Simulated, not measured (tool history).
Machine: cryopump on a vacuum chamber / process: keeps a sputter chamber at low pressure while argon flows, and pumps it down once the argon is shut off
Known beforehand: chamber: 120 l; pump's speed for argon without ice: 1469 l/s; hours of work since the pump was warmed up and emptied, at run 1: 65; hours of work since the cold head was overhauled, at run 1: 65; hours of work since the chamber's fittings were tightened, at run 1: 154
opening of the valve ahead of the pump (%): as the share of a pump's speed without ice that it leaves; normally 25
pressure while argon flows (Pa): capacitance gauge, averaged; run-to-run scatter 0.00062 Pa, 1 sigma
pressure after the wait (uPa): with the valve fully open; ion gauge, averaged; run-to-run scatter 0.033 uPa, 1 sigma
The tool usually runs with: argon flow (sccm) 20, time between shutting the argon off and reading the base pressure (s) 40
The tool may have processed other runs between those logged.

run,hour,argon flow (sccm),time between shutting the argon off and reading the base pressure (s),opening of the valve ahead of the pump (%),hours of work since the pump was warmed up and emptied,hours of work since the cold head was overhauled,hours of work since the chamber's fittings were tightened,pressure while argon flows (Pa),pressure after the wait (uPa)
1,0,20,40,25,65,65,154,0.093,1.93
2,55.4,20,40,25,114,114,203,0.093,2
3,86.6,20,40,25,141,141,230,0.0935,2.03
4,120.7,20,40,40,171,171,260,0.059,2.09
5,148.2,20,40,40,195,195,284,0.0595,2.06
6,193.2,20,40,40,234,234,323,0.0579,2.09
7,241.8,20,40,40,277,277,366,0.0591,2.1
8,291.5,39,40,25,320,320,409,0.1844,2.11
9,324.2,39,40,25,349,349,438,0.1822,2.22
10,356.7,39,40,25,377,377,466,0.1848,2.25
11,390.2,20,40,25,406,406,495,0.0953,2.22
12,414.6,20,40,25,428,428,517,0.094,2.28
13,454.1,20,40,25,462,462,551,0.0942,2.34
14,491.1,11,31,18,494,494,584,0.0727,2.84
15,537.2,11,31,18,535,535,624,0.072,2.84
16,592.5,20,66,25,583,583,672,0.0961,1.81
17,644,14,40,26,628,628,717,0.0646,2.52
18,701.5,14,40,26,678,678,767,0.0655,2.58
19,729.3,14,40,29,703,703,792,0.0597,2.64
20,769,14,40,29,737,737,826,0.06,2.56
21,807.3,9,40,36,771,771,860,0.0316,2.68
22,838.7,10,186,18,798,798,887,0.0667,1.46
# hour 851.9: pump warmed up, emptied and cooled again
23,898.6,32,104,20,41,846,935,0.1844,1.6
24,945.6,39,290,21,82,887,976,0.2162,1.18
# hour 985.4: leaking fittings of the chamber tightened, without venting
25,1002.4,18,40,25,130,935,15,0.0839,1.84
26,1059.4,28,141,17,180,985,65,0.1902,0.67

A few steps of pressure while argon flows (Pa) between consecutive runs. Split each: what settings, incoming material and random variation would produce without the hidden state, and what is left over for the hidden state, along with gauge scatter present in only one of the two compared results (measured, and without hidden state):
The tool's hidden condition here consists of: pump's speed, % of a pump's without ice; cold plate's temperature, K; leak into the chamber, uPa l/s; drift of the gauge itself on working_pa, %; drift of the gauge itself on base_upa, %.
Run 7 -> 8: argon flow (sccm) 20 -> 39, opening of the valve ahead of the pump (%) 40 -> 25. pressure while argon flows (Pa) +0.1253: hidden state +0.0022, all else +0.1231.
Run 22 -> 23: argon flow (sccm) 10 -> 32, time between shutting the argon off and reading the base pressure (s) 186 -> 104, opening of the valve ahead of the pump (%) 18 -> 20, pump warmed up, emptied and cooled again. pressure while argon flows (Pa) +0.1177: hidden state -0.0022, all else +0.1199.
Run 24 -> 25: argon flow (sccm) 39 -> 18, time between shutting the argon off and reading the base pressure (s) 290 -> 40, opening of the valve ahead of the pump (%) 21 -> 25, leaking fittings of the chamber tightened, without venting. pressure while argon flows (Pa) -0.1323: hidden state -0.0004, all else -0.1319.

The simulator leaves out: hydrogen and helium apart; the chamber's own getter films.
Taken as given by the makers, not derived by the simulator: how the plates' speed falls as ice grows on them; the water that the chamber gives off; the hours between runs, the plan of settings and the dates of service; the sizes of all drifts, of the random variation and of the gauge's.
